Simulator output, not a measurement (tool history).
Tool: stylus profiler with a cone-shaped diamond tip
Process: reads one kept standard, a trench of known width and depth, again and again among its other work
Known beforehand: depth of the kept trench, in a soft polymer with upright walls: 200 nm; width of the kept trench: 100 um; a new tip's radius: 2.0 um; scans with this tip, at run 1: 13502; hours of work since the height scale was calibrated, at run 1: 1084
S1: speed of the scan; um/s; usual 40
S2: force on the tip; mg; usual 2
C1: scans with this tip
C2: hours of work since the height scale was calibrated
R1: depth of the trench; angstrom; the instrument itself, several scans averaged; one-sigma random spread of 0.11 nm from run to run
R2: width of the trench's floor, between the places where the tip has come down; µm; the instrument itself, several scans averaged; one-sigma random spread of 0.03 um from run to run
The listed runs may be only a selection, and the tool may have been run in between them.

run	hour	S1	S2	C1	C2	R1	R2
1	0	40	2	13502	1084	2016.3	98.03
2	45.4	40	2	13759	1105	2016.1	97.94
3	98.6	40	2	14061	1129	2015.3	98.02
4	175.2	40	2.8	14495	1164	2020.3	98.11
5	220.8	119	2.8	14753	1185	2022.6	97.74
6	253.1	119	2.8	14936	1200	2021.6	97.74
7	311.8	119	2.8	15268	1226	2018.6	97.76
8	359.5	119	2.8	15539	1248	2020.2	97.78
9	400.7	119	2.8	15772	1267	2021.2	97.8
10	460.4	40	2.87	16110	1294	2020.9	98.1
11	499.9	40	2.87	16334	1312	2021	98.06
12	546.4	69	2.87	16597	1333	2020.5	97.97
13	592.9	69	2.87	16861	1354	2020.4	97.91
14	637.2	40	2	17112	1374	2014.8	98.06
15	683.1	40	2	17372	1395	2016.1	98.06
16	732	40	2	17648	1417	2017.2	98
17	803.4	40	2	18053	1450	2017.8	98.04
18	841.1	40	2	18266	1467	2017.8	98.01
19	916.7	52	1.45	18695	1502	2012.8	97.94
20	954.8	47	1.93	18911	1519	2016.1	97.99
21	994.2	23	4.23	19134	1537	2025.1	98.14
22	1058.3	11	4.64	19497	1566	2028.3	98.22
23	1121.3	15	1.48	19854	1595	2014	98.18
24	1169.7	52	1.43	20128	1617	2014	97.89
25	1236.1	61	1.02	20504	1647	2010.2	97.9
# hour 1255.6: height scale calibrated on a step standard
26	1301.5	29	1.34	20871	21	2010.7	98.01
27	1361.2	29	1.34	21210	48	2010.9	98.07
28	1433.4	50	2.94	21618	81	2021.3	98.03

Predict each of these 4 candidate next runs independently; none follows another, all start after run 28:
A	1497.7	62	0.78	21983	110	?	?
B	1497.7	30	1.48	21983	110	?	?
C	1497.7	158	2	21983	110	?	?
D	1497.7	14	1.58	21983	110	?	?

run	R1	R2
A	2009	97.75
B	2012.1	98.1
C	2018	97.45
D	2013.3	98.21
With no hidden state in the tool, these same runs would have given:
run	R1	R2
A	2009	97.77
B	2012.1	98.13
C	2018	97.47
D	2013.3	98.24

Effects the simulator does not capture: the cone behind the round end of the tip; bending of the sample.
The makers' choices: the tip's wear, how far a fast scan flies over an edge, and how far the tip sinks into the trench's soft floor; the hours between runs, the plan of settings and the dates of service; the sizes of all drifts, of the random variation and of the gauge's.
